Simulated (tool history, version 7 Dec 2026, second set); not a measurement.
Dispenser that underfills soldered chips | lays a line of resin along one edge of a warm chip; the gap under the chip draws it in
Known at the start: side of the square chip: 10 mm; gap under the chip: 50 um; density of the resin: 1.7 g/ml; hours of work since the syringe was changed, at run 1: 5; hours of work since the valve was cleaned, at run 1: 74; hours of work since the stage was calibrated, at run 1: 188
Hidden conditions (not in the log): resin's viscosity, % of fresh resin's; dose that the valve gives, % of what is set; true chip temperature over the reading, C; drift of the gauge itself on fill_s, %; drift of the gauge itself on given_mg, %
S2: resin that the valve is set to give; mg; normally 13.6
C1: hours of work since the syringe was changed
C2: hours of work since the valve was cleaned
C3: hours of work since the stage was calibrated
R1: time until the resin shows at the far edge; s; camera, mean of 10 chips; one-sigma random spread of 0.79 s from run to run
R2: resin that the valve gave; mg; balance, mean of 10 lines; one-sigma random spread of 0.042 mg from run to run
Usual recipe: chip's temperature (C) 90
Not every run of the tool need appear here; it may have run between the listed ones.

run 1 day=0.000 | chip's_temperature_(C)=90 S2=13.6 | C1=5 C2=74 C3=188 | R1=96.4 R2=12.92
-- day=0.058 new syringe of resin
-- day=0.417 new syringe of resin
run 2 day=0.433 | chip's_temperature_(C)=90 S2=14.5 | C1=0 C2=81 C3=195 | R1=71.7 R2=13.83
-- day=0.738 new syringe of resin
run 3 day=0.738 | chip's_temperature_(C)=90 S2=14.5 | C1=0 C2=86 C3=200 | R1=71.7 R2=13.73
run 4 day=0.996 | chip's_temperature_(C)=90 S2=14.5 | C1=4 C2=90 C3=204 | R1=91.2 R2=13.66
-- day=1.083 new syringe of resin
-- day=1.412 new syringe of resin
run 5 day=1.600 | chip's_temperature_(C)=90 S2=13.6 | C1=3 C2=100 C3=214 | R1=85.8 R2=12.74
-- day=1.767 new syringe of resin
run 6 day=2.017 | chip's_temperature_(C)=90 S2=13.6 | C1=4 C2=107 C3=221 | R1=92.3 R2=12.68
-- day=2.133 new syringe of resin
-- day=2.404 dispensing valve cleaned and set on the balance
-- day=2.504 new syringe of resin
run 7 day=2.654 | chip's_temperature_(C)=90 S2=13.6 | C1=3 C2=4 C3=231 | R1=83.4 R2=13.55
-- day=2.838 new syringe of resin
run 8 day=3.112 | chip's_temperature_(C)=90 S2=13.6 | C1=5 C2=12 C3=239 | R1=94.6 R2=13.48
-- day=3.162 new syringe of resin
run 9 day=3.450 | chip's_temperature_(C)=90 S2=13.6 | C1=5 C2=17 C3=244 | R1=94.0 R2=13.42
-- day=3.508 new syringe of resin
run 10 day=3.725 | chip's_temperature_(C)=90 S2=13.6 | C1=4 C2=22 C3=249 | R1=86.5 R2=13.52
-- day=3.842 new syringe of resin
-- day=4.162 new syringe of resin
run 11 day=4.162 | chip's_temperature_(C)=90 S2=11.9 | C1=0 C2=29 C3=256 | R1=71.2 R2=11.64
-- day=4.492 new syringe of resin
run 12 day=4.758 | chip's_temperature_(C)=90 S2=15.0 | C1=5 C2=39 C3=266 | R1=92.7 R2=14.72
-- day=4.842 new syringe of resin
-- day=5.179 new syringe of resin
run 13 day=5.179 | chip's_temperature_(C)=90 S2=13.6 | C1=0 C2=46 C3=272 | R1=72.1 R2=13.30
-- day=5.512 new syringe of resin
run 14 day=5.558 | chip's_temperature_(C)=92 S2=13.6 | C1=1 C2=52 C3=279 | R1=69.2 R2=13.21
-- day=5.833 new syringe of resin
run 15 day=5.883 | chip's_temperature_(C)=92 S2=13.6 | C1=1 C2=57 C3=284 | R1=73.5 R2=13.10
-- day=6.162 new syringe of resin
run 16 day=6.225 | chip's_temperature_(C)=90 S2=13.6 | C1=1 C2=63 C3=290 | R1=74.6 R2=13.09
-- day=6.508 new syringe of resin
run 17 day=6.754 | chip's_temperature_(C)=90 S2=13.6 | C1=4 C2=72 C3=298 | R1=91.7 R2=12.94
-- day=6.867 new syringe of resin
-- day=7.225 new syringe of resin
run 18 day=7.283 | chip's_temperature_(C)=103 S2=13.1 | C1=1 C2=80 C3=307 | R1=52.1 R2=12.42
-- day=7.554 new syringe of resin
run 19 day=7.554 | chip's_temperature_(C)=89 S2=16.3 | C1=0 C2=85 C3=312 | R1=70.0 R2=15.45
-- day=7.883 new syringe of resin
run 20 day=8.033 | chip's_temperature_(C)=78 S2=12.5 | C1=3 C2=93 C3=320 | R1=121.9 R2=11.77
-- day=8.242 new syringe of resin
-- day=8.567 new syringe of resin
run 21 day=8.571 | chip's_temperature_(C)=78 S2=12.5 | C1=0 C2=101 C3=328 | R1=105.4 R2=11.73
-- day=8.921 new syringe of resin
run 22 day=9.129 | chip's_temperature_(C)=77 S2=15.6 | C1=4 C2=111 C3=338 | R1=126.1 R2=14.52
-- day=9.258 dispensing valve cleaned and set on the balance
-- day=9.308 new syringe of resin
run 23 day=9.442 | chip's_temperature_(C)=81 S2=13.6 | C1=2 C2=3 C3=342 | R1=104.9 R2=13.51
-- day=9.667 new syringe of resin
run 24 day=9.933 | chip's_temperature_(C)=99 S2=12.7 | C1=5 C2=11 C3=350 | R1=72.7 R2=12.60
-- day=9.992 new syringe of resin
run 25 day=10.283 | chip's_temperature_(C)=93 S2=16.6 | C1=5 C2=17 C3=356 | R1=85.3 R2=16.36
-- day=10.325 new syringe of resin
run 26 day=10.625 | chip's_temperature_(C)=78 S2=12.4 | C1=5 C2=22 C3=362 | R1=140.0 R2=12.20
-- day=10.692 new syringe of resin
-- day=11.038 new syringe of resin
run 27 day=11.088 | chip's_temperature_(C)=78 S2=12.4 | C1=1 C2=30 C3=369 | R1=109.4 R2=12.20
-- day=11.362 new syringe of resin
run 28 day=11.362 | chip's_temperature_(C)=96 S2=13.8 | C1=0 C2=34 C3=374 | R1=59.4 R2=13.45
run 29 day=11.658 | chip's_temperature_(C)=105 S2=12.7 | C1=5 C2=39 C3=379 | R1=63.8 R2=12.34
-- day=11.700 new syringe of resin
-- day=12.029 new syringe of resin
run 30 day=12.042 | chip's_temperature_(C)=83 S2=12.9 | C1=0 C2=46 C3=385 | R1=88.6 R2=12.54
run 31 day=12.308 | chip's_temperature_(C)=83 S2=16.2 | C1=5 C2=50 C3=389 | R1=113.4 R2=15.65
-- day=12.371 new syringe of resin
-- day=12.704 new syringe of resin
run 32 day=12.704 | chip's_temperature_(C)=83 S2=16.2 | C1=0 C2=57 C3=396 | R1=82.6 R2=15.67
-- day=13.029 new syringe of resin
run 33 day=13.029 | chip's_temperature_(C)=90 S2=13.9 | C1=0 C2=62 C3=401 | R1=71.6 R2=13.38
-- day=13.375 new syringe of resin
run 34 day=13.454 | chip's_temperature_(C)=84 S2=13.9 | C1=1 C2=69 C3=408 | R1=92.5 R2=13.22

Below are 3 alternative next runs, each starting from the tool's condition after run 34. Predict each:
-- day=13.717 new syringe of resin
run A day=13.983 | chip's_temperature_(C)=90 S2=13.4 | C1=5 C2=78 C3=417 | R1=? R2=?
-- day=13.717 new syringe of resin
run B day=13.983 | chip's_temperature_(C)=89 S2=12.3 | C1=5 C2=78 C3=417 | R1=? R2=?
-- day=13.717 new syringe of resin
run C day=13.983 | chip's_temperature_(C)=80 S2=11.8 | C1=5 C2=78 C3=417 | R1=? R2=?

run=A R1=91.3 R2=12.72
run=B R1=93.7 R2=11.74
run=C R1=125.4 R2=11.22
Take away the tool's hidden state, keep each run's random variation, and the runs would have read:
run=A R1=73.4 R2=13.38
run=B R1=75.0 R2=12.34
run=C R1=100.4 R2=11.79
